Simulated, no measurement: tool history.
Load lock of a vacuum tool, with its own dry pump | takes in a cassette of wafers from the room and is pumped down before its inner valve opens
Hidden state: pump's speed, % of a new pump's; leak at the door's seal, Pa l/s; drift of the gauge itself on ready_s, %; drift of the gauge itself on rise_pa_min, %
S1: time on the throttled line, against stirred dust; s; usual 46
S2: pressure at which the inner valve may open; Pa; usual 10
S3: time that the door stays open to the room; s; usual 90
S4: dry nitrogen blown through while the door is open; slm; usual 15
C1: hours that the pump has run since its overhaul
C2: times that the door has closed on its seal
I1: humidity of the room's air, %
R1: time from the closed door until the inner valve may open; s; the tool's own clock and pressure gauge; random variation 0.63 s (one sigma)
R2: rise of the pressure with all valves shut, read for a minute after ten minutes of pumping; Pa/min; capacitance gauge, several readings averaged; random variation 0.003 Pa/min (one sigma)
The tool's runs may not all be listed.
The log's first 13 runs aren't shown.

| run | hour | S1 | S2 | S3 | S4 | C1 | C2 | I1 | R1 | R2 |
|---|---|---|---|---|---|---|---|---|---|---|
| 14 | 3640.5 | 28 | 10 | 90 | 15 | 15666 | 13876 | 48.3 | 90.2 | 0.063 |
| 15 | 4086.4 | 28 | 10 | 90 | 15 | 16112 | 14569 | 42.6 | 89.8 | 0.06 |
| 16 | 4384.3 | 39 | 8 | 130 | 9 | 16410 | 15032 | 44.8 | 99.7 | 0.084 |
| 17 | 4771.4 | 69 | 10 | 126 | 5 | 16797 | 15633 | 43.5 | 121.3 | 0.091 |
| 18 | 5039 | 69 | 8 | 126 | 5 | 17065 | 16049 | 47.8 | 124.1 | 0.096 |
| 19 | 5259.2 | 69 | 8 | 126 | 5 | 17285 | 16391 | 37.4 | 122.6 | 0.087 |
| 20 | 5510 | 46 | 10 | 128 | 6 | 17536 | 16780 | 43.8 | 104.6 | 0.088 |
| 21 | 5784.3 | 46 | 10 | 128 | 6 | 17810 | 17207 | 48.6 | 104 | 0.097 |
| 22 | 6171.9 | 88 | 12 | 128 | 6 | 18198 | 17809 | 43.5 | 132.4 | 0.093 |
| 23 | 6578.8 | 89 | 11 | 90 | 9 | 18605 | 18441 | 44.2 | 134.1 | 0.07 |
| 24 | 7023.8 | 46 | 10 | 90 | 44 | 19050 | 19132 | 44.9 | 106 | 0.048 |
|  | 7476.2 | dry pump taken out, an overhauled one fitted |
| 25 | 7476.2 | 46 | 18 | 90 | 44 | 0 | 19825 | 43.9 | 87.7 | 0.052 |
| 26 | 7849.8 | 52 | 19 | 35 | 15 | 374 | 20406 | 42.1 | 92.2 | 0.052 |
| 27 | 8234.9 | 27 | 8 | 152 | 25 | 759 | 21004 | 41.7 | 78.2 | 0.075 |
| 28 | 8548.3 | 46 | 10 | 57 | 6 | 1072 | 21491 | 45.1 | 92 | 0.072 |
| 29 | 8817.7 | 31 | 10 | 90 | 15 | 1342 | 21909 | 44 | 80.4 | 0.076 |
| 30 | 9119.4 | 70 | 10 | 90 | 8 | 1643 | 22378 | 46.6 | 110.5 | 0.08 |

Forecast each of these 3 alternatives for the next run:
| A | 9308.9 | 70 | 9 | 90 | 31 | 1833 | 22672 | 47 | ? | ? |
| B | 9308.9 | 46 | 10 | 90 | 19 | 1833 | 22672 | 43.4 | ? | ? |
| C | 9308.9 | 46 | 10 | 43 | 15 | 1833 | 22672 | 43.4 | ? | ? |

| run | R1 | R2 |
|---|---|---|
| A | 112.3 | 0.067 |
| B | 92.3 | 0.071 |
| C | 91.9 | 0.059 |
Without the tool's hidden state the same runs would have given:
| run | R1 | R2 |
|---|---|---|
| A | 111.3 | 0.038 |
| B | 91.2 | 0.042 |
| C | 90.7 | 0.03 |

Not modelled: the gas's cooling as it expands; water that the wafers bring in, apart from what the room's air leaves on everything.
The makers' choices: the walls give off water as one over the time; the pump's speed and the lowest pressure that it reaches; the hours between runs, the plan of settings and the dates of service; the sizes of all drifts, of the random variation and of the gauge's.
